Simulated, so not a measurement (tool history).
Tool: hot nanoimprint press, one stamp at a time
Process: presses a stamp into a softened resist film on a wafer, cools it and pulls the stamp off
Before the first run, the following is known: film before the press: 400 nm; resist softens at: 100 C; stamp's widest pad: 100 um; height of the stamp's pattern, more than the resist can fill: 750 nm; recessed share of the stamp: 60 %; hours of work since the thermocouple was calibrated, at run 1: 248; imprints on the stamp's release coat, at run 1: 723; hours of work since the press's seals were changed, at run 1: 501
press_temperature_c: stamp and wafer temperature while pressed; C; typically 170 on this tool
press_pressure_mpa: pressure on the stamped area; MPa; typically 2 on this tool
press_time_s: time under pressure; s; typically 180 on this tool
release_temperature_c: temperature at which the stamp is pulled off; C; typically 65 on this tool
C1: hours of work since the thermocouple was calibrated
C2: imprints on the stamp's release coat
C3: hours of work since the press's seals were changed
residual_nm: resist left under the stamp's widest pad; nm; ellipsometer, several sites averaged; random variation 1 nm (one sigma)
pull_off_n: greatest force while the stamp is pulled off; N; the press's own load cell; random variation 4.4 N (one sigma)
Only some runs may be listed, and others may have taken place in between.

{"run": 1, "hour": 0.0, "press_temperature_c": 170, "press_pressure_mpa": 2, "press_time_s": 180, "release_temperature_c": 65, "C1": 248, "C2": 723, "C3": 501, "residual_nm": 194.4, "pull_off_n": 283}
{"run": 2, "hour": 43.1, "press_temperature_c": 170, "press_pressure_mpa": 2, "press_time_s": 180, "release_temperature_c": 65, "C1": 279, "C2": 839, "C3": 532, "residual_nm": 195.5, "pull_off_n": 301}
{"run": 3, "hour": 71.5, "press_temperature_c": 170, "press_pressure_mpa": 2, "press_time_s": 181, "release_temperature_c": 65, "C1": 300, "C2": 916, "C3": 552, "residual_nm": 195.4, "pull_off_n": 289}
{"run": 4, "hour": 120.3, "press_temperature_c": 170, "press_pressure_mpa": 2, "press_time_s": 181, "release_temperature_c": 65, "C1": 335, "C2": 1047, "C3": 587, "residual_nm": 197, "pull_off_n": 316}
{"run": 5, "hour": 151.5, "press_temperature_c": 170, "press_pressure_mpa": 2, "press_time_s": 181, "release_temperature_c": 65, "C1": 357, "C2": 1131, "C3": 609, "residual_nm": 196.5, "pull_off_n": 314}
{"run": 6, "hour": 178.6, "press_temperature_c": 170, "press_pressure_mpa": 2, "press_time_s": 290, "release_temperature_c": 65, "C1": 377, "C2": 1204, "C3": 629, "residual_nm": 165.8, "pull_off_n": 335}
{"hour": 205.9, "done": "stamp cleaned and given a new release coat"}
{"hour": 233.2, "done": "plate thermocouple calibrated"}
{"run": 7, "hour": 233.5, "press_temperature_c": 170, "press_pressure_mpa": 3.08, "press_time_s": 180, "release_temperature_c": 65, "C1": 0, "C2": 66, "C3": 662, "residual_nm": 152.8, "pull_off_n": 216}
{"run": 8, "hour": 258.3, "press_temperature_c": 176, "press_pressure_mpa": 2.8, "press_time_s": 112, "release_temperature_c": 65, "C1": 18, "C2": 133, "C3": 680, "residual_nm": 162, "pull_off_n": 235}
{"run": 9, "hour": 306.3, "press_temperature_c": 168, "press_pressure_mpa": 2, "press_time_s": 141, "release_temperature_c": 59, "C1": 52, "C2": 262, "C3": 714, "residual_nm": 216.8, "pull_off_n": 250}
{"run": 10, "hour": 359.0, "press_temperature_c": 172, "press_pressure_mpa": 2.27, "press_time_s": 158, "release_temperature_c": 59, "C1": 90, "C2": 404, "C3": 752, "residual_nm": 178, "pull_off_n": 261}
{"run": 11, "hour": 387.8, "press_temperature_c": 172, "press_pressure_mpa": 2.27, "press_time_s": 133, "release_temperature_c": 59, "C1": 111, "C2": 482, "C3": 772, "residual_nm": 187.2, "pull_off_n": 265}
{"run": 12, "hour": 430.7, "press_temperature_c": 172, "press_pressure_mpa": 2.25, "press_time_s": 144, "release_temperature_c": 59, "C1": 142, "C2": 597, "C3": 803, "residual_nm": 186.1, "pull_off_n": 262}
{"run": 13, "hour": 464.9, "press_temperature_c": 172, "press_pressure_mpa": 1.47, "press_time_s": 144, "release_temperature_c": 57, "C1": 166, "C2": 689, "C3": 828, "residual_nm": 224.8, "pull_off_n": 292}
{"run": 14, "hour": 518.3, "press_temperature_c": 159, "press_pressure_mpa": 1.49, "press_time_s": 167, "release_temperature_c": 65, "C1": 204, "C2": 833, "C3": 866, "residual_nm": 296, "pull_off_n": 289}

Each row is a separate what-if for the run after 14, all from the same tool condition, not one after another. Results?
{"run": "A", "hour": 550.6, "press_temperature_c": 159, "press_pressure_mpa": 1.49, "press_time_s": 255, "release_temperature_c": 65, "C1": 228, "C2": 920, "C3": 889, "residual_nm": "?", "pull_off_n": "?"}
{"run": "B", "hour": 550.6, "press_temperature_c": 170, "press_pressure_mpa": 1.39, "press_time_s": 180, "release_temperature_c": 65, "C1": 228, "C2": 920, "C3": 889, "residual_nm": "?", "pull_off_n": "?"}
{"run": "C", "hour": 550.6, "press_temperature_c": 181, "press_pressure_mpa": 1.49, "press_time_s": 179, "release_temperature_c": 62, "C1": 228, "C2": 920, "C3": 889, "residual_nm": "?", "pull_off_n": "?"}

run=A residual_nm=265.4 pull_off_n=300
run=B residual_nm=226.4 pull_off_n=299
run=C residual_nm=162.7 pull_off_n=298
Without the tool's unlogged condition, the same runs would have read:
run=A residual_nm=255.8 pull_off_n=219
run=B residual_nm=218 pull_off_n=218
run=C residual_nm=156.2 pull_off_n=217
